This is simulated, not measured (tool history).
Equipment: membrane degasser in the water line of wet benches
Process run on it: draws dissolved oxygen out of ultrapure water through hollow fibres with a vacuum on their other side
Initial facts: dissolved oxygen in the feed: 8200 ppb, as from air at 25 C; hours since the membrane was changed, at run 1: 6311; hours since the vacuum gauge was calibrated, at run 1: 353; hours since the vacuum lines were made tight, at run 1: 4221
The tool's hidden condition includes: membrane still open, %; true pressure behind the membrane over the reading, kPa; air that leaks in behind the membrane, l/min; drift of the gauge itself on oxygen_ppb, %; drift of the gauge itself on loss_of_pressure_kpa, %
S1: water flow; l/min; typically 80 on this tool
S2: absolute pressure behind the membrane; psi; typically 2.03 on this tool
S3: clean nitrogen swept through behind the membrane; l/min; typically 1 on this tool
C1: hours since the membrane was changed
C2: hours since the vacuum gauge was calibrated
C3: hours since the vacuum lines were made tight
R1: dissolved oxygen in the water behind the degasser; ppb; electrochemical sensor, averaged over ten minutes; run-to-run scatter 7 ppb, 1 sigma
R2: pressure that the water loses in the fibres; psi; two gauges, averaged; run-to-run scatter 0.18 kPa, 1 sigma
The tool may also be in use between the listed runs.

{"run": 1, "hour": 0.0, "S1": 80, "S2": 2.03, "S3": 1, "C1": 6311, "C2": 353, "C3": 4221, "R1": 1334.8, "R2": 4.853}
{"run": 2, "hour": 178.0, "S1": 80, "S2": 2.03, "S3": 1, "C1": 6489, "C2": 531, "C3": 4399, "R1": 1335.5, "R2": 4.809}
{"run": 3, "hour": 308.3, "S1": 80, "S2": 2.03, "S3": 1, "C1": 6620, "C2": 661, "C3": 4529, "R1": 1326.4, "R2": 4.811}
{"run": 4, "hour": 441.1, "S1": 80, "S2": 2.03, "S3": 1, "C1": 6752, "C2": 794, "C3": 4662, "R1": 1335, "R2": 4.811}
{"run": 5, "hour": 577.0, "S1": 80, "S2": 2.03, "S3": 1, "C1": 6888, "C2": 930, "C3": 4798, "R1": 1335.5, "R2": 4.838}
{"run": 6, "hour": 768.8, "S1": 80, "S2": 2.03, "S3": 1, "C1": 7080, "C2": 1122, "C3": 4990, "R1": 1332.3, "R2": 4.833}
{"run": 7, "hour": 968.9, "S1": 80, "S2": 2.03, "S3": 1, "C1": 7280, "C2": 1322, "C3": 5190, "R1": 1338.1, "R2": 4.833}
{"hour": 1148.6, "done": "seals of the vacuum lines changed"}
{"run": 8, "hour": 1204.3, "S1": 80, "S2": 2.03, "S3": 1, "C1": 7514, "C2": 1555, "C3": 56, "R1": 1327.2, "R2": 4.837}
{"run": 9, "hour": 1366.2, "S1": 80, "S2": 2.03, "S3": 1, "C1": 7675, "C2": 1717, "C3": 218, "R1": 1338.5, "R2": 4.789}
{"run": 10, "hour": 1519.5, "S1": 80, "S2": 2.03, "S3": 0.53, "C1": 7829, "C2": 1871, "C3": 371, "R1": 1877.7, "R2": 4.857}
{"run": 11, "hour": 1643.4, "S1": 80, "S2": 2.03, "S3": 0.53, "C1": 7953, "C2": 1994, "C3": 495, "R1": 1861.9, "R2": 4.831}
{"run": 12, "hour": 1766.7, "S1": 80, "S2": 2.03, "S3": 0.53, "C1": 8076, "C2": 2118, "C3": 618, "R1": 1883.4, "R2": 4.804}
{"run": 13, "hour": 1889.3, "S1": 80, "S2": 1.57, "S3": 1, "C1": 8199, "C2": 2240, "C3": 741, "R1": 995.8, "R2": 4.815}
{"run": 14, "hour": 2016.6, "S1": 80, "S2": 2.03, "S3": 1.96, "C1": 8326, "C2": 2368, "C3": 868, "R1": 864.4, "R2": 4.841}
{"run": 15, "hour": 2199.1, "S1": 115, "S2": 2.03, "S3": 1.96, "C1": 8508, "C2": 2550, "C3": 1051, "R1": 1250.3, "R2": 6.927}
{"run": 16, "hour": 2370.1, "S1": 63, "S2": 2.03, "S3": 1, "C1": 8679, "C2": 2721, "C3": 1222, "R1": 1113.5, "R2": 3.794}
{"run": 17, "hour": 2542.5, "S1": 127, "S2": 2.96, "S3": 0.49, "C1": 8852, "C2": 2894, "C3": 1394, "R1": 3510.3, "R2": 7.652}
{"run": 18, "hour": 2692.5, "S1": 107, "S2": 2.67, "S3": 1, "C1": 9002, "C2": 3043, "C3": 1544, "R1": 2187.9, "R2": 6.46}
{"run": 19, "hour": 2891.4, "S1": 80, "S2": 2.7, "S3": 1, "C1": 9201, "C2": 3242, "C3": 1743, "R1": 1796.1, "R2": 4.807}

Run 20 comes next. What will it give?
{"run": 20, "hour": 3041.3, "S1": 109, "S2": 2.03, "S3": 2.5, "C1": 9351, "C2": 3392, "C3": 1893, "R1": "?", "R2": "?"}

R1: 1029.4 ppb
R2: 6.591 psi
On a tool with no hidden condition, and with the same random variation, this run would have come out at R1 1028.3 ppb, R2 6.582 psi.

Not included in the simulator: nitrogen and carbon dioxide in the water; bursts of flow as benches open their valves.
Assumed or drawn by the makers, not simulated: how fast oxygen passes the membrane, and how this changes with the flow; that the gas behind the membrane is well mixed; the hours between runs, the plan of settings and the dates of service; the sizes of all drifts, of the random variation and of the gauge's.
